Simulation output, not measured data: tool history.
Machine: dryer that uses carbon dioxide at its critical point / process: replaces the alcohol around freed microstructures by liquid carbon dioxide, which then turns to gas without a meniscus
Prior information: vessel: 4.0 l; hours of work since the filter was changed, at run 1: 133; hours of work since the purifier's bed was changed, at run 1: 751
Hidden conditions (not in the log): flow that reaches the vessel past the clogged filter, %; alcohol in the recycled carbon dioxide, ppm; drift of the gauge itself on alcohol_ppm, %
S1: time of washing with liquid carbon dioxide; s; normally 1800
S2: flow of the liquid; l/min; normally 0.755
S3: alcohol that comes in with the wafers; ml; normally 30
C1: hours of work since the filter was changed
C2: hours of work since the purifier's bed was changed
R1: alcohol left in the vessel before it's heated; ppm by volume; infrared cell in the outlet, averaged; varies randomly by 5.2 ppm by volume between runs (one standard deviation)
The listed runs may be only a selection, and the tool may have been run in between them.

run,hour,S1,S2,S3,C1,C2,R1
1,0,1800,0.755,30,133,751,174
2,52.8,1800,0.755,62,170,789,298
3,83.6,1800,0.755,30,192,811,182
4,112.4,1800,0.755,66,213,831,336
5,154.5,1800,0.755,66,243,861,362
6,187.2,1680,0.755,30,267,885,243
7,217.3,1680,0.755,30,288,906,262
8,256.5,1680,0.755,30,316,935,260
9,300.8,1680,0.755,30,348,966,278
10,329.5,1800,0.755,30,369,987,227
# hour 344.3: inlet filter changed
11,380.4,1800,0.755,30,26,1023,172
12,436.3,1800,0.977,30,66,1063,102
13,484.7,1800,0.977,30,101,1097,110
14,535.3,2640,0.755,30,137,1134,101
15,571.7,2640,0.755,30,163,1160,103
16,618.3,1800,0.755,61,196,1193,341
17,667.8,2220,0.755,30,232,1229,133
18,708.1,1800,0.755,30,261,1257,231
19,740.1,1800,0.755,30,284,1280,238
20,769.7,1800,0.755,31,305,1301,255
21,804.3,1800,0.755,31,330,1326,256
# hour 811.5: purifier's bed changed
22,854.3,1800,0.755,31,363,31,181
# hour 878.4: inlet filter changed
23,900.1,1800,0.755,31,16,63,97
24,932,1320,0.755,84,38,86,850
25,961.7,1320,0.755,84,60,107,870
26,989.1,1320,0.755,84,79,127,885
27,1032.6,1320,0.755,55,111,158,611
28,1083.1,1320,0.639,34,147,194,678
29,1123.6,1200,0.591,30,176,223,928
30,1175.7,1800,1.244,40,213,260,41
31,1202.3,1800,1.244,40,232,279,35
32,1228.5,1800,1.244,40,251,298,37
33,1281.8,1800,1.244,40,289,336,36
34,1307,1740,0.472,30,307,354,786
35,1341.5,1740,0.472,30,332,379,793
36,1371.9,1440,0.755,30,354,401,379
# hour 1408: inlet filter changed
37,1420,1440,0.755,30,9,435,244
38,1475.8,1800,0.755,50,49,475,201
39,1532.5,2220,0.751,50,89,515,103
40,1572.5,2220,0.751,50,118,544,100
41,1611.5,2220,0.751,50,146,572,113
42,1648.3,1620,0.694,30,172,598,287
43,1693.3,1620,0.694,30,204,630,310
44,1733.8,1620,0.694,30,233,659,323
45,1766.9,1800,0.645,41,257,683,389
46,1801.7,1800,0.645,41,282,708,419

Below, some changes in R1 between adjacent runs. For each, the amount present without the hidden state too (settings, incoming material, random variation) and the amount remaining for the hidden state with gauge scatter not shared by both compared results:
Run 23 -> 24: S1 1800 -> 1320, S3 31 -> 84. R1 +753 ppm by volume: hidden state +42, all else +711.
Run 29 -> 30: S1 1200 -> 1800, S2 0.591 -> 1.244, S3 30 -> 40. R1 -887 ppm by volume: hidden state -127, all else -760.
Run 33 -> 34: S1 1800 -> 1740, S2 1.244 -> 0.472, S3 40 -> 30. R1 +750 ppm by volume: hidden state +200, all else +550.
Run 36 -> 37: inlet filter changed. R1 -135 ppm by volume: hidden state -132, all else -3.

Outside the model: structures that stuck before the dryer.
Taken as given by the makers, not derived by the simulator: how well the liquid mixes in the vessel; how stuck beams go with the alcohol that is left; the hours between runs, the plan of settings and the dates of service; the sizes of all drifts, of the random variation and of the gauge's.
